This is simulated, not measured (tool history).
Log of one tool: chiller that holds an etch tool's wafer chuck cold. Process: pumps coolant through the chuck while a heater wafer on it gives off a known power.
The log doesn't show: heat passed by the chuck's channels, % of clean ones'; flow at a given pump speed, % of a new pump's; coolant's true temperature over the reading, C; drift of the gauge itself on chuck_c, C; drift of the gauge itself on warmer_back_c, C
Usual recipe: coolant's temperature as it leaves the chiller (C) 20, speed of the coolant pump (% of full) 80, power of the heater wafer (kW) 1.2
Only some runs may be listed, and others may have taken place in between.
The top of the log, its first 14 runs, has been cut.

run,hour,coolant's temperature as it leaves the chiller (C),speed of the coolant pump (% of full),power of the heater wafer (kW),hours since the coolant was changed and the channels were flushed,hours since the pump was overhauled,hours since the chiller's thermometer was calibrated,chuck's temperature once it has settled (C),how much warmer the coolant comes back (C)
15,297,20,80,0.723,5826,657,2125,25.5,1.72
16,314.7,20,89,1.2,5844,674,2143,28.1,2.8
17,328.9,12,75,1.677,5858,689,2157,25.5,4.94
# hour 330.4: gauge calibrated
18,346.8,12,75,1.416,5876,706,2175,23.3,4.56
19,364,12,75,1.416,5893,724,2192,23.4,4.56
20,385.1,19,61,0.79,5915,745,2213,26.4,3.12
21,409.5,20,80,1.082,5939,769,2238,28.2,3.13
22,423.7,18,64,0.694,5953,783,2252,24.4,2.56

Expected results for the next run?
23,447.5,18,64,0.694,5977,807,2276,?,?

Logged for run 23: chuck's temperature once it has settled (C) 24.5, how much warmer the coolant comes back (C) 2.45.
If the tool had no hidden condition, the same run with the same run-to-run variation would have returned chuck's temperature once it has settled (C) 24.4, how much warmer the coolant comes back (C) 2.62.
